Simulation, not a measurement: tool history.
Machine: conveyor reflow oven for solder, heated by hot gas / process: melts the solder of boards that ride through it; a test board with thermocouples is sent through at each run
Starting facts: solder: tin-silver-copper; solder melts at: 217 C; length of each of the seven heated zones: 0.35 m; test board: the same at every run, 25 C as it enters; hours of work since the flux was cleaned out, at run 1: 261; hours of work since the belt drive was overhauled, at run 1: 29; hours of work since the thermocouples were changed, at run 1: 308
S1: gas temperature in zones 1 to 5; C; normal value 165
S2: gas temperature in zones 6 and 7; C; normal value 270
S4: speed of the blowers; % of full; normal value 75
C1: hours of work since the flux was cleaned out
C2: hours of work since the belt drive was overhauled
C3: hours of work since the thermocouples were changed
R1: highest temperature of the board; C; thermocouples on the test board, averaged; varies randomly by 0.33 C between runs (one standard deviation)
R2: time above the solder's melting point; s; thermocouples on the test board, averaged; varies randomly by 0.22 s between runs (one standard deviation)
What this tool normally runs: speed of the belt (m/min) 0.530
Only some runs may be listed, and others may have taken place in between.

Run 1, hour 0.0: usual settings; C1 261; C2 29; C3 308. Result: R1 251.0 C, R2 55.0 s.
Run 2, hour 9.7: usual settings; C1 265; C2 33; C3 312. Result: R1 251.1 C, R2 54.5 s.
Run 3, hour 17.8: usual settings; C1 269; C2 36; C3 315. Result: R1 251.0 C, R2 54.8 s.
At hour 29.4: flux residue cleaned out of gas plates and filters.
Run 4, hour 29.6: usual settings but speed of the belt (m/min) 0.550; C1 0; C2 39; C3 318. Result: R1 250.9 C, R2 53.1 s.
Run 5, hour 37.4: usual settings but S4 52 % of full; C1 3; C2 42; C3 321. Result: R1 246.6 C, R2 49.7 s.
Run 6, hour 51.0: usual settings but S4 52 % of full; C1 9; C2 48; C3 327. Result: R1 246.2 C, R2 49.8 s.
Run 7, hour 62.6: usual settings but speed of the belt (m/min) 0.512, S4 52 % of full; C1 14; C2 53; C3 332. Result: R1 247.5 C, R2 53.3 s.
Run 8, hour 69.3: usual settings; C1 17; C2 56; C3 335. Result: R1 252.4 C, R2 55.6 s.
Run 9, hour 82.7: usual settings; C1 22; C2 61; C3 340. Result: R1 252.6 C, R2 55.7 s.
Run 10, hour 91.5: usual settings; C1 26; C2 65; C3 344. Result: R1 252.4 C, R2 56.0 s.
Run 11, hour 103.7: usual settings; C1 31; C2 70; C3 349. Result: R1 252.2 C, R2 56.2 s.
Run 12, hour 111.3: usual settings; C1 34; C2 73; C3 352. Result: R1 252.2 C, R2 56.1 s.
Run 13, hour 120.5: usual settings; C1 38; C2 77; C3 356. Result: R1 252.0 C, R2 56.2 s.
Run 14, hour 128.5: usual settings; C1 41; C2 80; C3 359. Result: R1 252.2 C, R2 56.1 s.
Run 15, hour 135.5: usual settings but speed of the belt (m/min) 0.525, S4 70 % of full; C1 44; C2 83; C3 362. Result: R1 251.4 C, R2 55.7 s.
Run 16, hour 142.1: usual settings but S1 152 C, S2 276 C; C1 47; C2 86; C3 365. Result: R1 255.0 C, R2 54.0 s.
Run 17, hour 155.5: usual settings but S1 152 C, S2 276 C; C1 53; C2 92; C3 371. Result: R1 255.1 C, R2 54.1 s.
Run 18, hour 167.0: usual settings but S1 152 C, S2 266 C, speed of the belt (m/min) 0.495, S4 89 % of full; C1 57; C2 96; C3 375. Result: R1 251.3 C, R2 57.4 s.
Run 19, hour 178.0: usual settings but S1 163 C, S2 269 C, speed of the belt (m/min) 0.477, S4 64 % of full; C1 62; C2 101; C3 380. Result: R1 251.9 C, R2 61.8 s.
Run 20, hour 190.0: usual settings but S1 163 C, S2 269 C, speed of the belt (m/min) 0.477, S4 64 % of full; C1 67; C2 106; C3 385. Result: R1 252.3 C, R2 61.7 s.
Run 21, hour 197.1: usual settings but S1 155 C, S2 269 C, speed of the belt (m/min) 0.477, S4 58 % of full; C1 70; C2 109; C3 388. Result: R1 249.2 C, R2 56.1 s.
Run 22, hour 207.7: usual settings but S2 266 C, speed of the belt (m/min) 0.577, S4 84 % of full; C1 74; C2 113; C3 392. Result: R1 246.9 C, R2 47.6 s.
Run 23, hour 214.4: usual settings but S2 266 C, speed of the belt (m/min) 0.577, S4 84 % of full; C1 77; C2 116; C3 395. Result: R1 247.1 C, R2 47.6 s.
Run 24, hour 227.1: usual settings but S2 279 C, speed of the belt (m/min) 0.570, S4 84 % of full; C1 82; C2 121; C3 400. Result: R1 259.1 C, R2 56.2 s.
Run 25, hour 233.2: usual settings but S2 277 C; C1 85; C2 124; C3 403. Result: R1 257.3 C, R2 59.4 s.
Run 26, hour 241.0: usual settings but S1 168 C, S2 280 C, S4 80 % of full; C1 88; C2 127; C3 406. Result: R1 261.3 C, R2 63.5 s.
Run 27, hour 251.4: usual settings but S1 168 C, S2 280 C, S4 80 % of full; C1 92; C2 132; C3 411. Result: R1 261.6 C, R2 63.7 s.

Forecast run 28:
Run 28, hour 262.2: usual settings but S1 179 C; C1 97; C2 136; C3 415. Result: R1 ?, R2 ?.

R1: 253.7 C
R2: 62.6 s
With the hidden condition absent and the run-to-run variation left alone, this run would have shown R1 255.5 C, R2 63.9 s.
